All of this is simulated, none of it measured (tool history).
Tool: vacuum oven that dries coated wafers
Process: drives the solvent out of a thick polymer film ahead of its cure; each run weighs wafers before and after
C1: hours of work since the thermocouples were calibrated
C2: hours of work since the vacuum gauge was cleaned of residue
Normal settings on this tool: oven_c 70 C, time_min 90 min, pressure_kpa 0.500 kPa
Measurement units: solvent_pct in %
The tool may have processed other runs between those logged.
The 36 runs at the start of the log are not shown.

Run 37, day 16.492: usual settings but oven_c 79 C, time_min 51 min, pressure_kpa 0.459 kPa; C1 90; C2 647. Result: solvent_pct 1.06 %.
Run 38, day 16.804: usual settings but time_min 145 min, pressure_kpa 0.257 kPa; C1 94; C2 651. Result: solvent_pct 0.61 %.
Run 39, day 17.371: usual settings but oven_c 63 C, time_min 67 min, pressure_kpa 0.463 kPa; C1 102; C2 659. Result: solvent_pct 5.22 %.
Run 40, day 17.804: usual settings but oven_c 63 C, time_min 67 min, pressure_kpa 0.463 kPa; C1 108; C2 665. Result: solvent_pct 5.22 %.
Run 41, day 18.283: usual settings but oven_c 63 C, time_min 85 min, pressure_kpa 0.430 kPa; C1 115; C2 671. Result: solvent_pct 4.13 %.
Run 42, day 18.858: usual settings but oven_c 78 C, pressure_kpa 0.353 kPa; C1 123; C2 679. Result: solvent_pct 0.28 %.
Run 43, day 19.325: usual settings but oven_c 78 C, pressure_kpa 0.353 kPa; C1 129; C2 686. Result: solvent_pct 0.35 %.
Run 44, day 19.738: usual settings but oven_c 74 C, time_min 88 min, pressure_kpa 1.566 kPa; C1 135; C2 691. Result: solvent_pct 1.30 %.
Run 45, day 19.979: usual settings but oven_c 74 C, time_min 88 min, pressure_kpa 1.566 kPa; C1 138; C2 695. Result: solvent_pct 1.23 %.
Run 46, day 20.321: usual settings but oven_c 62 C, time_min 101 min, pressure_kpa 0.310 kPa; C1 143; C2 699. Result: solvent_pct 3.58 %.

3 ways to go on from here, each from the tool as it stands after run 46. What would each give?
Run A, day 20.712: usual settings but oven_c 62 C, time_min 87 min, pressure_kpa 1.489 kPa; C1 148; C2 705. Result: solvent_pct ?.
Run B, day 20.712: usual settings but oven_c 67 C, pressure_kpa 1.790 kPa; C1 148; C2 705. Result: solvent_pct ?.
Run C, day 20.712: usual settings but oven_c 71 C, pressure_kpa 0.280 kPa; C1 148; C2 705. Result: solvent_pct ?.

run  solvent_pct
  A         4.84
  B         3.05
  C         1.11
With the hidden condition removed and each run's random variation left untouched, the same runs would have given:
run  solvent_pct
  A         4.95
  B         3.12
  C         1.12

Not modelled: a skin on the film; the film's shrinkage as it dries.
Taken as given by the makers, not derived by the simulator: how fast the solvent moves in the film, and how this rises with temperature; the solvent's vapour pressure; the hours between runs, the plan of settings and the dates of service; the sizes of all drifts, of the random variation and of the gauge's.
